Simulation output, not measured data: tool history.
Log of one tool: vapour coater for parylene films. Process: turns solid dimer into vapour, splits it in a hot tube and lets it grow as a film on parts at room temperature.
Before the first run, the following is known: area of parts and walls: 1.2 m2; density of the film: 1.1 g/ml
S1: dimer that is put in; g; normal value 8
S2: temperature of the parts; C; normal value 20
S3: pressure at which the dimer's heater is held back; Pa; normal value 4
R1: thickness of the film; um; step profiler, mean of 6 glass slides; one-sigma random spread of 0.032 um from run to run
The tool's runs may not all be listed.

run 1 hour=0 | S1=8 S2=20 S3=4 | R1=3.09
run 2 hour=65.5 | S1=8 S2=20 S3=4 | R1=3.09
run 3 hour=123.2 | S1=8 S2=20 S3=4 | R1=3.1
run 4 hour=197.2 | S1=8 S2=20 S3=4 | R1=3.05
run 5 hour=242.3 | S1=8 S2=20 S3=4 | R1=3.08
run 6 hour=305.4 | S1=8 S2=20 S3=4 | R1=3.01
run 7 hour=373.9 | S1=8 S2=20 S3=4 | R1=2.99
run 8 hour=435.7 | S1=8 S2=20 S3=4 | R1=2.97
run 9 hour=496.5 | S1=8 S2=20 S3=2.23 | R1=3.4
run 10 hour=529.1 | S1=8 S2=20 S3=2.23 | R1=3.38
run 11 hour=594.4 | S1=8 S2=20 S3=2.99 | R1=3.04
-- hour=610.4 trap's valve overhauled
run 12 hour=660.7 | S1=4 S2=15 S3=7.92 | R1=1.63
run 13 hour=719 | S1=4 S2=17 S3=4 | R1=1.8
run 14 hour=752.5 | S1=6 S2=20 S3=4 | R1=2.33
run 15 hour=829.3 | S1=8 S2=16 S3=3.74 | R1=3.68
run 16 hour=875.7 | S1=4 S2=30 S3=2.78 | R1=1.14
run 17 hour=929.2 | S1=3 S2=20 S3=6.69 | R1=1.03
run 18 hour=963.5 | S1=3 S2=20 S3=6.69 | R1=1.03
run 19 hour=1003.4 | S1=3 S2=20 S3=6.69 | R1=0.99
run 20 hour=1067.8 | S1=7 S2=29 S3=6.69 | R1=1.62
run 21 hour=1127 | S1=7 S2=20 S3=4.3 | R1=2.56
run 22 hour=1185.3 | S1=7 S2=20 S3=4.3 | R1=2.48

Predict each of these 4 candidate next runs independently; none follows another, all start after run 22:
run A hour=1219.3 | S1=7 S2=18 S3=4 | R1=?
run B hour=1219.3 | S1=10 S2=21 S3=5.49 | R1=?
run C hour=1219.3 | S1=8 S2=13 S3=4.3 | R1=?
run D hour=1219.3 | S1=8 S2=17 S3=7.4 | R1=?

run=A R1=2.79
run=B R1=3.25
run=C R1=3.78
run=D R1=2.82
With the hidden condition removed and each run's random variation left untouched, the same runs would have given:
run=A R1=3.01
run=B R1=3.5
run=C R1=4.07
run=D R1=3.04
